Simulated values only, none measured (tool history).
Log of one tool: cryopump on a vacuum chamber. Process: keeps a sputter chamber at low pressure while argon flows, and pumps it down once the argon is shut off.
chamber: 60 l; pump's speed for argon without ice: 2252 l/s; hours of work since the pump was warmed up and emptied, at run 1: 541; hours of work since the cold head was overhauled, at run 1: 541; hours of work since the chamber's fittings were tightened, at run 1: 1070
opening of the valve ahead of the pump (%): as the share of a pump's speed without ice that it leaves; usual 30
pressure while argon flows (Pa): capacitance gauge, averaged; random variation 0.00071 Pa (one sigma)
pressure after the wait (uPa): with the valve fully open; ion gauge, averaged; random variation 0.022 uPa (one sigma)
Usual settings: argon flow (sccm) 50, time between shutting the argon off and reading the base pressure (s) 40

run,hour,argon flow (sccm),time between shutting the argon off and reading the base pressure (s),opening of the valve ahead of the pump (%),hours of work since the pump was warmed up and emptied,hours of work since the cold head was overhauled,hours of work since the chamber's fittings were tightened,pressure while argon flows (Pa),pressure after the wait (uPa)
1,0.0,50,40,30,541,541,1070,0.1291,1.07
2,15.3,50,40,16,547,547,1076,0.2400,1.06
3,33.4,50,40,16,554,554,1083,0.2390,1.06
4,69.8,50,40,16,569,569,1098,0.2390,1.06
5,89.2,50,40,30,577,577,1105,0.1309,1.04
6,118.6,50,40,30,588,588,1117,0.1304,1.15
7,145.8,50,40,30,599,599,1128,0.1304,1.15
8,176.4,50,40,30,611,611,1140,0.1298,1.09
9,205.2,50,40,30,623,623,1152,0.1301,1.11
10,225.2,50,40,30,631,631,1160,0.1320,1.14
11,250.4,50,40,50,641,641,1170,0.0807,1.17
12,284.6,50,40,30,655,655,1183,0.1310,1.13
13,319.6,50,40,30,669,669,1197,0.1302,1.15
14,339.7,50,40,30,677,677,1206,0.1321,1.15
15,359.2,50,40,30,685,685,1213,0.1310,1.15
16,389.6,50,40,30,697,697,1225,0.1320,1.17
17,424.2,50,40,30,711,711,1239,0.1308,1.17
18,447.5,50,40,30,720,720,1249,0.1315,1.16
19,474.4,50,279,30,731,731,1259,0.1316,0.83
20,494.3,26,187,30,739,739,1267,0.0684,0.88
21,522.0,38,30,23,750,750,1278,0.1282,1.33
22,540.7,50,41,26,757,757,1286,0.1507,1.21
23,574.8,35,107,39,771,771,1300,0.0729,0.95
24,602.6,50,60,30,782,782,1311,0.1326,1.07
25,627.8,50,60,30,792,792,1321,0.1322,1.06
26,660.0,31,122,29,805,805,1334,0.0863,0.96
27,688.1,76,242,16,816,816,1345,0.3662,0.91

Forecast run 28:
28,704.2,80,41,15,823,823,1351,?,?

{"run 28": {"pressure while argon flows (Pa)": 0.4137, "pressure after the wait (uPa)": 1.23}}
Without the tool's hidden state the same run would have given pressure while argon flows (Pa) 0.4013, pressure after the wait (uPa) 0.54.
